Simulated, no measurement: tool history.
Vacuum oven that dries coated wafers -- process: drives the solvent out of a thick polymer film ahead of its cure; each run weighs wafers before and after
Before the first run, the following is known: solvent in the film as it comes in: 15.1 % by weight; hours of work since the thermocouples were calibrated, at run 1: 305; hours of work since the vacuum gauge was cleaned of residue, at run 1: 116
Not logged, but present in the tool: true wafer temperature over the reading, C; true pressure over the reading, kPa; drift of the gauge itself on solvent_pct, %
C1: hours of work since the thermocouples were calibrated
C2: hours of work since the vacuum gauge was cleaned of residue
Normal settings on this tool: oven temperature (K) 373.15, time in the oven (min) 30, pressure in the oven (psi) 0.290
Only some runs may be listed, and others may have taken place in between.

{"run": 1, "hour": 0.0, "oven temperature (K)": 373.15, "time in the oven (min)": 30, "pressure in the oven (psi)": 0.29, "C1": 305, "C2": 116, "solvent left in the film (%)": 2.35}
{"run": 2, "hour": 10.0, "oven temperature (K)": 373.15, "time in the oven (min)": 30, "pressure in the oven (psi)": 0.29, "C1": 310, "C2": 121, "solvent left in the film (%)": 2.44}
{"run": 3, "hour": 22.5, "oven temperature (K)": 371.15, "time in the oven (min)": 30, "pressure in the oven (psi)": 0.29, "C1": 316, "C2": 127, "solvent left in the film (%)": 2.63}
{"run": 4, "hour": 35.2, "oven temperature (K)": 371.15, "time in the oven (min)": 30, "pressure in the oven (psi)": 0.29, "C1": 322, "C2": 134, "solvent left in the film (%)": 2.7}
{"run": 5, "hour": 42.3, "oven temperature (K)": 371.15, "time in the oven (min)": 30, "pressure in the oven (psi)": 0.29, "C1": 326, "C2": 137, "solvent left in the film (%)": 2.53}
{"run": 6, "hour": 48.7, "oven temperature (K)": 371.15, "time in the oven (min)": 30, "pressure in the oven (psi)": 0.29, "C1": 329, "C2": 140, "solvent left in the film (%)": 2.79}
{"run": 7, "hour": 61.2, "oven temperature (K)": 373.15, "time in the oven (min)": 30, "pressure in the oven (psi)": 0.29, "C1": 335, "C2": 147, "solvent left in the film (%)": 2.38}
{"run": 8, "hour": 74.4, "oven temperature (K)": 373.15, "time in the oven (min)": 30, "pressure in the oven (psi)": 0.29, "C1": 342, "C2": 153, "solvent left in the film (%)": 2.41}
{"run": 9, "hour": 84.9, "oven temperature (K)": 373.15, "time in the oven (min)": 30, "pressure in the oven (psi)": 0.29, "C1": 347, "C2": 158, "solvent left in the film (%)": 2.46}
{"run": 10, "hour": 93.1, "oven temperature (K)": 373.15, "time in the oven (min)": 30, "pressure in the oven (psi)": 0.29, "C1": 351, "C2": 162, "solvent left in the film (%)": 2.41}
{"run": 11, "hour": 105.0, "oven temperature (K)": 373.15, "time in the oven (min)": 30, "pressure in the oven (psi)": 0.29, "C1": 357, "C2": 168, "solvent left in the film (%)": 2.4}
{"run": 12, "hour": 115.3, "oven temperature (K)": 373.15, "time in the oven (min)": 30, "pressure in the oven (psi)": 0.29, "C1": 362, "C2": 173, "solvent left in the film (%)": 2.31}
{"run": 13, "hour": 129.0, "oven temperature (K)": 373.15, "time in the oven (min)": 30, "pressure in the oven (psi)": 0.29, "C1": 369, "C2": 180, "solvent left in the film (%)": 2.4}
{"run": 14, "hour": 136.9, "oven temperature (K)": 373.15, "time in the oven (min)": 30, "pressure in the oven (psi)": 0.29, "C1": 373, "C2": 184, "solvent left in the film (%)": 2.38}
{"run": 15, "hour": 150.8, "oven temperature (K)": 373.15, "time in the oven (min)": 30, "pressure in the oven (psi)": 0.29, "C1": 380, "C2": 191, "solvent left in the film (%)": 2.39}
{"run": 16, "hour": 164.6, "oven temperature (K)": 373.15, "time in the oven (min)": 30, "pressure in the oven (psi)": 0.29, "C1": 387, "C2": 198, "solvent left in the film (%)": 2.47}
{"run": 17, "hour": 176.7, "oven temperature (K)": 387.15, "time in the oven (min)": 53, "pressure in the oven (psi)": 0.205, "C1": 393, "C2": 204, "solvent left in the film (%)": 0.62}
{"run": 18, "hour": 187.1, "oven temperature (K)": 373.15, "time in the oven (min)": 18, "pressure in the oven (psi)": 0.474, "C1": 398, "C2": 209, "solvent left in the film (%)": 4.6}
{"run": 19, "hour": 199.3, "oven temperature (K)": 373.15, "time in the oven (min)": 18, "pressure in the oven (psi)": 0.625, "C1": 404, "C2": 215, "solvent left in the film (%)": 5.24}
{"run": 20, "hour": 206.1, "oven temperature (K)": 373.15, "time in the oven (min)": 18, "pressure in the oven (psi)": 0.625, "C1": 407, "C2": 219, "solvent left in the film (%)": 5.31}
{"run": 21, "hour": 212.8, "oven temperature (K)": 373.15, "time in the oven (min)": 18, "pressure in the oven (psi)": 0.625, "C1": 411, "C2": 222, "solvent left in the film (%)": 5.39}
{"run": 22, "hour": 223.5, "oven temperature (K)": 385.15, "time in the oven (min)": 33, "pressure in the oven (psi)": 0.29, "C1": 416, "C2": 227, "solvent left in the film (%)": 1.02}
{"run": 23, "hour": 238.3, "oven temperature (K)": 385.15, "time in the oven (min)": 33, "pressure in the oven (psi)": 0.154, "C1": 423, "C2": 235, "solvent left in the film (%)": 0.61}
{"run": 24, "hour": 246.5, "oven temperature (K)": 373.15, "time in the oven (min)": 52, "pressure in the oven (psi)": 0.184, "C1": 428, "C2": 239, "solvent left in the film (%)": 1.05}
{"run": 25, "hour": 252.8, "oven temperature (K)": 364.15, "time in the oven (min)": 30, "pressure in the oven (psi)": 0.29, "C1": 431, "C2": 242, "solvent left in the film (%)": 4.33}
{"run": 26, "hour": 262.3, "oven temperature (K)": 375.15, "time in the oven (min)": 24, "pressure in the oven (psi)": 0.906, "C1": 435, "C2": 247, "solvent left in the film (%)": 4.99}
{"run": 27, "hour": 272.5, "oven temperature (K)": 375.15, "time in the oven (min)": 24, "pressure in the oven (psi)": 0.906, "C1": 440, "C2": 252, "solvent left in the film (%)": 5.0}
{"run": 28, "hour": 281.4, "oven temperature (K)": 375.15, "time in the oven (min)": 24, "pressure in the oven (psi)": 0.906, "C1": 445, "C2": 256, "solvent left in the film (%)": 5.11}
{"run": 29, "hour": 288.3, "oven temperature (K)": 375.15, "time in the oven (min)": 24, "pressure in the oven (psi)": 0.906, "C1": 448, "C2": 260, "solvent left in the film (%)": 5.04}

Here are 3 independent what-if runs from the current tool condition. What would each one return?
{"run": "A", "hour": 302.1, "oven temperature (K)": 373.15, "time in the oven (min)": 42, "pressure in the oven (psi)": 0.29, "C1": 455, "C2": 266, "solvent left in the film (%)": "?"}
{"run": "B", "hour": 302.1, "oven temperature (K)": 362.15, "time in the oven (min)": 49, "pressure in the oven (psi)": 0.241, "C1": 455, "C2": 266, "solvent left in the film (%)": "?"}
{"run": "C", "hour": 302.1, "oven temperature (K)": 385.15, "time in the oven (min)": 24, "pressure in the oven (psi)": 0.428, "C1": 455, "C2": 266, "solvent left in the film (%)": "?"}

run=A solvent_left_in_the_film_(%)=1.77
run=B solvent_left_in_the_film_(%)=3.00
run=C solvent_left_in_the_film_(%)=1.76
What these runs would have given with no unlogged condition in the tool:
run=A solvent_left_in_the_film_(%)=1.64
run=B solvent_left_in_the_film_(%)=2.80
run=C solvent_left_in_the_film_(%)=1.66

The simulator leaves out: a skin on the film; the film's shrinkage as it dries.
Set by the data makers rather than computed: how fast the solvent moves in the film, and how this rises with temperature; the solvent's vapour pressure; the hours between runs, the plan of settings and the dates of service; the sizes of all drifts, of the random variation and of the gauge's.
